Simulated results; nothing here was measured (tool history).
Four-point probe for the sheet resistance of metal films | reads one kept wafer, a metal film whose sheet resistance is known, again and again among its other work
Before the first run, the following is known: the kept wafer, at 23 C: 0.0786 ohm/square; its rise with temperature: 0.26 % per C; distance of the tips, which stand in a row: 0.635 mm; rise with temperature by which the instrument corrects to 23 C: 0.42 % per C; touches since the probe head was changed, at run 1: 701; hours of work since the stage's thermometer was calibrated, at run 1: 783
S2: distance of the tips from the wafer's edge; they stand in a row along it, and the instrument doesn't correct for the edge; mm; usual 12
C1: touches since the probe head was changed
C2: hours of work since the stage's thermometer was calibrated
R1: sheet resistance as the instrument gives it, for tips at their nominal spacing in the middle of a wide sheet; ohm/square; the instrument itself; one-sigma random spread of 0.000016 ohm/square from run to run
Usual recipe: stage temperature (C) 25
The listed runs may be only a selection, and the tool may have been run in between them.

{"run": 1, "hour": 0.0, "stage temperature (C)": 25, "S2": 12, "C1": 701, "C2": 783, "R1": 0.078487}
{"run": 2, "hour": 48.4, "stage temperature (C)": 25, "S2": 12, "C1": 1561, "C2": 815, "R1": 0.078475}
{"run": 3, "hour": 108.7, "stage temperature (C)": 25, "S2": 20, "C1": 2633, "C2": 855, "R1": 0.078426}
{"run": 4, "hour": 186.4, "stage temperature (C)": 21, "S2": 12, "C1": 4016, "C2": 907, "R1": 0.07896}
{"run": 5, "hour": 246.9, "stage temperature (C)": 21, "S2": 12, "C1": 5091, "C2": 946, "R1": 0.078928}
{"run": 6, "hour": 278.8, "stage temperature (C)": 21, "S2": 12, "C1": 5658, "C2": 968, "R1": 0.078951}
{"run": 7, "hour": 329.3, "stage temperature (C)": 21, "S2": 37, "C1": 6558, "C2": 1001, "R1": 0.078844}
{"run": 8, "hour": 378.6, "stage temperature (C)": 25, "S2": 26, "C1": 7433, "C2": 1034, "R1": 0.078398}
{"run": 9, "hour": 440.1, "stage temperature (C)": 24, "S2": 5, "C1": 8527, "C2": 1074, "R1": 0.079155}
{"run": 10, "hour": 500.1, "stage temperature (C)": 20, "S2": 59, "C1": 9595, "C2": 1114, "R1": 0.078955}

Forecast each of these 3 alternatives for the next run:
{"run": "A", "hour": 538.8, "stage temperature (C)": 32, "S2": 9, "C1": 10283, "C2": 1140, "R1": "?"}
{"run": "B", "hour": 538.8, "stage temperature (C)": 25, "S2": 33, "C1": 10283, "C2": 1140, "R1": "?"}
{"run": "C", "hour": 538.8, "stage temperature (C)": 22, "S2": 5, "C1": 10283, "C2": 1140, "R1": "?"}

run=A R1=0.077777
run=B R1=0.078348
run=C R1=0.079422
The same runs, with their run-to-run variation unchanged, on a tool lacking any hidden condition would have given:
run=A R1=0.077778
run=B R1=0.078349
run=C R1=0.079423
